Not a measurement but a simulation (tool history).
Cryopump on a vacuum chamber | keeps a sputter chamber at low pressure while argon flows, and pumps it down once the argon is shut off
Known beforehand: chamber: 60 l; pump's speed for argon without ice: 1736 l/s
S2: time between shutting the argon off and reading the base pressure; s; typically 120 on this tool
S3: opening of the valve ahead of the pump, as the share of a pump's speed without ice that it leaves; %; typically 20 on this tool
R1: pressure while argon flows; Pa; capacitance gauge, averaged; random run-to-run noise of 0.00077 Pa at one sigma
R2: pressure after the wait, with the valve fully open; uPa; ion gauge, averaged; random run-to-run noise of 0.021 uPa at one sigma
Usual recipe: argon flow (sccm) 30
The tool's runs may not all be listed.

run 1 day=0.000 | argon_flow_(sccm)=30 S2=120 S3=20 | R1=0.1496 R2=2.47
run 2 day=5.054 | argon_flow_(sccm)=30 S2=120 S3=20 | R1=0.1530 R2=2.62
run 3 day=7.458 | argon_flow_(sccm)=30 S2=120 S3=20 | R1=0.1545 R2=2.80
run 4 day=12.221 | argon_flow_(sccm)=30 S2=120 S3=20 | R1=0.1560 R2=3.03
run 5 day=16.288 | argon_flow_(sccm)=30 S2=120 S3=20 | R1=0.1576 R2=3.17
run 6 day=19.100 | argon_flow_(sccm)=30 S2=120 S3=20 | R1=0.1590 R2=3.24
-- day=20.400 pump warmed up, emptied and cooled again
run 7 day=22.475 | argon_flow_(sccm)=50 S2=120 S3=20 | R1=0.2454 R2=2.45
run 8 day=25.088 | argon_flow_(sccm)=50 S2=264 S3=20 | R1=0.2484 R2=2.30
run 9 day=29.179 | argon_flow_(sccm)=40 S2=144 S3=16 | R1=0.2487 R2=2.52
-- day=32.783 leaking fittings of the chamber tightened, without venting
run 10 day=34.050 | argon_flow_(sccm)=40 S2=39 S3=19 | R1=0.2117 R2=1.12
run 11 day=38.671 | argon_flow_(sccm)=40 S2=39 S3=19 | R1=0.2148 R2=1.14
run 12 day=40.871 | argon_flow_(sccm)=43 S2=31 S3=20 | R1=0.2216 R2=1.41
run 13 day=45.558 | argon_flow_(sccm)=35 S2=31 S3=26 | R1=0.1423 R2=1.50

5 ways to go on from here, each from the tool as it stands after run 13. What would each give?
run A day=49.425 | argon_flow_(sccm)=13 S2=120 S3=20 | R1=? R2=?
run B day=49.425 | argon_flow_(sccm)=30 S2=120 S3=24 | R1=? R2=?
run C day=49.425 | argon_flow_(sccm)=20 S2=157 S3=26 | R1=? R2=?
run D day=49.425 | argon_flow_(sccm)=13 S2=26 S3=55 | R1=? R2=?
run E day=49.425 | argon_flow_(sccm)=35 S2=31 S3=39 | R1=? R2=?

run=A R1=0.0690 R2=0.73
run=B R1=0.1344 R2=0.72
run=C R1=0.0832 R2=0.65
run=D R1=0.0287 R2=1.71
run=E R1=0.1013 R2=1.54
Stripped of hidden state, with their random variation kept, the same runs would have yielded:
run=A R1=0.0634 R2=0.47
run=B R1=0.1214 R2=0.46
run=C R1=0.0746 R2=0.40
run=D R1=0.0231 R2=1.45
run=E R1=0.0862 R2=1.28
